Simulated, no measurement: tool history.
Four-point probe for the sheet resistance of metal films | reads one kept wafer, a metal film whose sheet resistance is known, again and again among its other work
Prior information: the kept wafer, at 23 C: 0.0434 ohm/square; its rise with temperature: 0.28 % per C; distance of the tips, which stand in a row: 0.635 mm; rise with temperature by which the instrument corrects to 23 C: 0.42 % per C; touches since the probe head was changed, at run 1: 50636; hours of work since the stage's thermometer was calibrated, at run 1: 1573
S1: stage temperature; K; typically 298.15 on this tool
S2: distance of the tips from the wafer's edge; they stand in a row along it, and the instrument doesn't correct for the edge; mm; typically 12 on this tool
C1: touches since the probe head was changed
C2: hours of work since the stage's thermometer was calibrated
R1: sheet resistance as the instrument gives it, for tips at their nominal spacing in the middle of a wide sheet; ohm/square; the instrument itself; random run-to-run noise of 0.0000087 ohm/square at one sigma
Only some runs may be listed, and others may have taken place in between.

{"run": 1, "day": 0.0, "S1": 298.15, "S2": 12, "C1": 50636, "C2": 1573, "R1": 0.043514}
{"run": 2, "day": 2.112, "S1": 298.15, "S2": 12, "C1": 52139, "C2": 1607, "R1": 0.043518}
{"run": 3, "day": 3.633, "S1": 298.15, "S2": 12, "C1": 53222, "C2": 1631, "R1": 0.043499}
{"run": 4, "day": 5.583, "S1": 298.15, "S2": 12, "C1": 54611, "C2": 1663, "R1": 0.043518}
{"run": 5, "day": 8.85, "S1": 298.15, "S2": 12, "C1": 56936, "C2": 1716, "R1": 0.043506}
{"run": 6, "day": 11.242, "S1": 298.15, "S2": 12, "C1": 58641, "C2": 1754, "R1": 0.043499}
{"run": 7, "day": 14.075, "S1": 298.15, "S2": 12, "C1": 60658, "C2": 1800, "R1": 0.043503}
{"run": 8, "day": 16.254, "S1": 298.15, "S2": 12, "C1": 62208, "C2": 1835, "R1": 0.043486}
{"run": 9, "day": 19.325, "S1": 298.15, "S2": 12, "C1": 64396, "C2": 1885, "R1": 0.043483}
{"run": 10, "day": 22.446, "S1": 298.15, "S2": 12, "C1": 66616, "C2": 1935, "R1": 0.043492}
{"run": 11, "day": 24.562, "S1": 298.15, "S2": 12, "C1": 68123, "C2": 1969, "R1": 0.043471}
{"run": 12, "day": 26.204, "S1": 298.15, "S2": 18, "C1": 69293, "C2": 1996, "R1": 0.043434}
{"run": 13, "day": 28.333, "S1": 298.15, "S2": 18, "C1": 70809, "C2": 2030, "R1": 0.04342}
{"run": 14, "day": 30.404, "S1": 301.15, "S2": 18, "C1": 72282, "C2": 2063, "R1": 0.043264}
{"run": 15, "day": 32.962, "S1": 298.15, "S2": 12, "C1": 74104, "C2": 2105, "R1": 0.043459}
{"run": 16, "day": 34.483, "S1": 304.15, "S2": 12, "C1": 75187, "C2": 2129, "R1": 0.043119}
{"run": 17, "day": 36.196, "S1": 304.15, "S2": 12, "C1": 76405, "C2": 2157, "R1": 0.043115}
{"day": 38.121, "done": "stage's thermometer calibrated"}
{"run": 18, "day": 38.779, "S1": 304.15, "S2": 12, "C1": 78229, "C2": 11, "R1": 0.043127}
{"run": 19, "day": 41.533, "S1": 304.15, "S2": 12, "C1": 80192, "C2": 55, "R1": 0.043132}
{"run": 20, "day": 43.892, "S1": 304.15, "S2": 12, "C1": 81871, "C2": 93, "R1": 0.043128}
{"run": 21, "day": 45.346, "S1": 298.15, "S2": 24, "C1": 82904, "C2": 117, "R1": 0.043429}
{"day": 47.583, "done": "stage's thermometer calibrated, once more"}
{"run": 22, "day": 48.167, "S1": 298.15, "S2": 24, "C1": 84900, "C2": 9, "R1": 0.043346}
{"run": 23, "day": 50.017, "S1": 298.15, "S2": 12, "C1": 86217, "C2": 39, "R1": 0.043396}
{"run": 24, "day": 51.788, "S1": 298.15, "S2": 12, "C1": 87477, "C2": 68, "R1": 0.04339}
{"run": 25, "day": 53.388, "S1": 306.15, "S2": 10, "C1": 88617, "C2": 94, "R1": 0.04294}
{"run": 26, "day": 56.221, "S1": 304.15, "S2": 7, "C1": 90633, "C2": 139, "R1": 0.043153}
{"run": 27, "day": 57.567, "S1": 304.15, "S2": 7, "C1": 91592, "C2": 161, "R1": 0.043141}
{"run": 28, "day": 59.896, "S1": 302.15, "S2": 44, "C1": 93250, "C2": 199, "R1": 0.043069}
{"run": 29, "day": 61.662, "S1": 305.15, "S2": 14, "C1": 94506, "C2": 227, "R1": 0.042944}
{"run": 30, "day": 64.121, "S1": 298.15, "S2": 15, "C1": 96256, "C2": 267, "R1": 0.043326}
{"run": 31, "day": 66.317, "S1": 298.15, "S2": 3, "C1": 97822, "C2": 302, "R1": 0.044309}
{"run": 32, "day": 67.696, "S1": 295.15, "S2": 6, "C1": 98801, "C2": 324, "R1": 0.043719}
{"run": 33, "day": 69.367, "S1": 296.15, "S2": 4, "C1": 99993, "C2": 351, "R1": 0.044}
{"run": 34, "day": 72.162, "S1": 299.15, "S2": 32, "C1": 101984, "C2": 397, "R1": 0.043229}
{"run": 35, "day": 73.975, "S1": 302.15, "S2": 28, "C1": 103272, "C2": 426, "R1": 0.043055}
{"run": 36, "day": 77.225, "S1": 297.15, "S2": 11, "C1": 105585, "C2": 478, "R1": 0.043397}
{"run": 37, "day": 78.883, "S1": 295.15, "S2": 33, "C1": 106766, "C2": 505, "R1": 0.043441}
{"run": 38, "day": 80.788, "S1": 295.15, "S2": 33, "C1": 108122, "C2": 536, "R1": 0.043449}
{"run": 39, "day": 82.833, "S1": 293.15, "S2": 13, "C1": 109581, "C2": 569, "R1": 0.043605}
{"run": 40, "day": 85.717, "S1": 291.15, "S2": 8, "C1": 111632, "C2": 615, "R1": 0.043811}
{"run": 41, "day": 87.2, "S1": 299.15, "S2": 5, "C1": 112687, "C2": 639, "R1": 0.043561}
{"run": 42, "day": 89.808, "S1": 302.15, "S2": 52, "C1": 114545, "C2": 681, "R1": 0.043026}
{"run": 43, "day": 91.221, "S1": 302.15, "S2": 52, "C1": 115550, "C2": 704, "R1": 0.043021}
{"run": 44, "day": 93.154, "S1": 293.15, "S2": 46, "C1": 116927, "C2": 735, "R1": 0.043536}
{"run": 45, "day": 96.088, "S1": 300.15, "S2": 3, "C1": 119015, "C2": 782, "R1": 0.044128}

Predict each of these 4 candidate next runs independently; none follows another, all start after run 45:
{"run": "A", "day": 97.488, "S1": 306.15, "S2": 12, "C1": 120014, "C2": 805, "R1": "?"}
{"run": "B", "day": 97.488, "S1": 301.15, "S2": 7, "C1": 120014, "C2": 805, "R1": "?"}
{"run": "C", "day": 97.488, "S1": 299.15, "S2": 5, "C1": 120014, "C2": 805, "R1": "?"}
{"run": "D", "day": 97.488, "S1": 306.15, "S2": 3, "C1": 120014, "C2": 805, "R1": "?"}

run=A R1=0.042847
run=B R1=0.043262
run=C R1=0.043559
run=D R1=0.043779
With no hidden state in the tool, these same runs would have given:
run=A R1=0.042901
run=B R1=0.043316
run=C R1=0.043613
run=D R1=0.043834

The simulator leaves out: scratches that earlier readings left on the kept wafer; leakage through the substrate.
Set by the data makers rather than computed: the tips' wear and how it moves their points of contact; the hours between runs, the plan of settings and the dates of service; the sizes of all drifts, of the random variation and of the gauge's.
